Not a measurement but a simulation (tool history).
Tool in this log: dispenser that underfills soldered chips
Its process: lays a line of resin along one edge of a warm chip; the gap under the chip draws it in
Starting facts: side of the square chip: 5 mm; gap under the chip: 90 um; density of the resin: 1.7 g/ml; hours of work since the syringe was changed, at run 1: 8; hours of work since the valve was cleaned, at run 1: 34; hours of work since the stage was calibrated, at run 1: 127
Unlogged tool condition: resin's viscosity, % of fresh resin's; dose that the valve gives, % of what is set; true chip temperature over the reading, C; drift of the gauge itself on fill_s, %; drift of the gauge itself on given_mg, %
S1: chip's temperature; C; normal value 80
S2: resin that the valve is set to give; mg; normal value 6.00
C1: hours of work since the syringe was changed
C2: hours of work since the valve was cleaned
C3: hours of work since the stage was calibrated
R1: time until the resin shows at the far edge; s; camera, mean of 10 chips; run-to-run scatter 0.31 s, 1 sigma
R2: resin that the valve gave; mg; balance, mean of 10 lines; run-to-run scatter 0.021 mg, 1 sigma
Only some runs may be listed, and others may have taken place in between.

| run | hour | S1 | S2 | C1 | C2 | C3 | R1 | R2 |
|---|---|---|---|---|---|---|---|---|
| 1 | 0.0 | 80 | 6.00 | 8 | 34 | 127 | 12.7 | 5.87 |
|  | 5.6 | new syringe of resin |
| 2 | 9.5 | 80 | 6.00 | 3 | 41 | 134 | 10.7 | 5.85 |
| 3 | 14.6 | 80 | 5.56 | 6 | 44 | 137 | 11.8 | 5.42 |
|  | 23.0 | new syringe of resin |
| 4 | 23.0 | 80 | 6.00 | 0 | 50 | 143 | 8.3 | 5.80 |
| 5 | 32.9 | 94 | 6.00 | 7 | 57 | 150 | 8.2 | 5.75 |
| 6 | 39.4 | 94 | 6.00 | 11 | 61 | 154 | 10.2 | 5.78 |
|  | 40.2 | new syringe of resin |
| 7 | 49.4 | 94 | 6.00 | 6 | 68 | 161 | 7.7 | 5.71 |
|  | 55.0 | dispensing valve cleaned and set on the balance |
|  | 58.4 | new syringe of resin |
| 8 | 58.6 | 94 | 6.00 | 0 | 2 | 166 | 5.8 | 6.01 |
| 9 | 64.3 | 80 | 6.00 | 4 | 6 | 170 | 10.4 | 6.00 |
| 10 | 73.9 | 80 | 7.35 | 11 | 13 | 177 | 15.0 | 7.30 |
|  | 75.8 | new syringe of resin |
| 11 | 79.7 | 80 | 7.35 | 3 | 17 | 181 | 9.5 | 7.30 |
| 12 | 87.6 | 80 | 6.00 | 8 | 22 | 186 | 12.6 | 5.96 |
|  | 93.6 | new syringe of resin |
| 13 | 94.7 | 80 | 6.00 | 1 | 27 | 191 | 9.2 | 5.92 |
| 14 | 100.7 | 80 | 6.00 | 5 | 31 | 195 | 10.9 | 5.86 |
| 15 | 106.5 | 82 | 7.34 | 9 | 35 | 199 | 12.4 | 7.23 |
|  | 111.4 | new syringe of resin |
| 16 | 118.3 | 82 | 7.34 | 5 | 43 | 207 | 10.9 | 7.15 |
| 17 | 123.4 | 82 | 7.34 | 8 | 47 | 211 | 11.5 | 7.16 |
|  | 129.2 | new syringe of resin |
| 18 | 132.6 | 75 | 5.18 | 2 | 53 | 217 | 11.9 | 5.01 |
| 19 | 139.0 | 94 | 6.00 | 7 | 57 | 221 | 8.1 | 5.78 |
| 20 | 145.3 | 76 | 5.36 | 11 | 62 | 226 | 16.8 | 5.15 |
|  | 146.9 | new syringe of resin |
| 21 | 156.4 | 86 | 5.88 | 7 | 69 | 233 | 9.8 | 5.59 |
|  | 160.6 | dispensing valve cleaned and set on the balance |
| 22 | 163.9 | 71 | 6.49 | 11 | 2 | 238 | 19.2 | 6.47 |
|  | 165.7 | new syringe of resin |
| 23 | 170.5 | 71 | 6.49 | 3 | 7 | 242 | 14.0 | 6.47 |
| 24 | 177.5 | 82 | 6.27 | 8 | 12 | 247 | 12.0 | 6.23 |
| 25 | 182.3 | 71 | 7.04 | 12 | 15 | 251 | 20.4 | 6.96 |
|  | 183.1 | new syringe of resin |
| 26 | 193.6 | 68 | 5.35 | 7 | 23 | 258 | 18.6 | 5.28 |
|  | 200.5 | new syringe of resin |
| 27 | 204.0 | 80 | 6.43 | 2 | 30 | 265 | 10.6 | 6.32 |

4 ways to go on from here, each from the tool as it stands after run 27. What would each give?
| A | 212.4 | 70 | 5.64 | 8 | 35 | 271 | ? | ? |
| B | 212.4 | 88 | 7.03 | 8 | 35 | 271 | ? | ? |
| C | 212.4 | 88 | 5.11 | 8 | 35 | 271 | ? | ? |
| D | 212.4 | 80 | 6.91 | 8 | 35 | 271 | ? | ? |

| run | R1 | R2 |
|---|---|---|
| A | 18.5 | 5.48 |
| B | 10.1 | 6.85 |
| C | 11.1 | 4.96 |
| D | 12.6 | 6.73 |
What these runs would have given with no unlogged condition in the tool:
| run | R1 | R2 |
|---|---|---|
| A | 12.1 | 5.62 |
| B | 6.7 | 7.02 |
| C | 7.5 | 5.08 |
| D | 8.3 | 6.89 |
